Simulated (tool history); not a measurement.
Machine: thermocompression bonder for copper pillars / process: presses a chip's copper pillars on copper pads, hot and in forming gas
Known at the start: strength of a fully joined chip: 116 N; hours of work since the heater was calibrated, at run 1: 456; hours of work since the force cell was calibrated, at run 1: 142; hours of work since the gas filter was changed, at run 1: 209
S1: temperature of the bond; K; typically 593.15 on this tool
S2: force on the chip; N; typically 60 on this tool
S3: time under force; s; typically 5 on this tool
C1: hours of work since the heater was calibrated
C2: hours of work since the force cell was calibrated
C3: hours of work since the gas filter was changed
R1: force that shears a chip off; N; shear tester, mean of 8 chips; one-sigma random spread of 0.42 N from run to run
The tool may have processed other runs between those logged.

run   hour      S1  S2  S3   C1   C2   C3    R1
  1    0.0  593.15  60   5  456  142  209  70.0
  2   15.6  593.15  60   5  464  150  217  69.3
      26.1  -- forming gas filter changed
  3   28.6  593.15  60   5  471  156    1  69.9
  4   39.7  593.15  60   5  477  162    7  70.2
  5   47.3  593.15  41   5  481  166   11  47.6
  6   59.7  593.15  41   5  487  173   17  48.0
  7   76.2  593.15  41   5  496  181   26  48.9
  8   92.6  593.15  41   5  504  190   34  48.2
  9  103.7  593.15  60  11  510  195   40  86.0
 10  115.1  593.15  60   5  516  201   46  70.1
 11  128.4  593.15  60   5  523  208   53  69.8
 12  137.0  572.15  60   5  527  213   57  60.0
 13  144.8  572.15  60   5  531  217   62  61.0
 14  157.9  572.15  60   5  538  224   68  60.9
 15  174.3  572.15  60   5  546  232   77  60.1
 16  184.2  593.15  60   5  552  237   82  70.1
 17  193.4  563.15  60   5  556  242   87  56.9
 18  207.1  563.15  60   5  563  249   94  56.4
 19  219.3  564.15  60   5  570  255  100  57.5
 20  233.9  564.15  60   5  577  263  108  57.3
 21  248.6  594.15  60   5  585  271  115  70.4
 22  257.5  565.15  42   5  590  275  120  39.3
 23  267.7  565.15  50   5  595  280  125  47.2
 24  277.8  597.15  39   4  600  286  131  42.8
 25  289.8  597.15  39   4  606  292  137  42.7
 26  306.2  592.15  39   5  615  300  145  45.2
 27  322.8  593.15  50   4  623  309  154  54.7
 28  331.3  588.15  81   7  628  313  158  91.7
 29  340.0  573.15  38  11  632  318  163  50.3
 30  353.5  573.15  38  11  639  325  170  50.6
 31  364.4  593.15  60  10  645  331  175  83.8
     376.2  -- heater calibrated with a thermocouple chip
 32  382.5  579.15  60  10    3  339  184  78.5
 33  391.8  579.15  60  10    8  344  189  77.6
 34  409.6  579.15  60  10   17  353  198  77.9
 35  426.9  583.15  60   3   26  362  207  53.6
 36  444.4  583.15  50   9   35  371  216  66.0

How the hidden state differs across the entries between the runs, from the last listed run before each to the first after it:
Between runs 2 and 3: forming gas filter changed (hour 26.1)
  oxide that the forming gas leaves, % of the face: 1.17 -> 0.51
Between runs 31 and 32: heater calibrated with a thermocouple chip (hour 376.2)
  true temperature of the bond over the reading, C: 1 -> 0.1; oxide that the forming gas leaves, % of the face: 1.03 -> 1.06
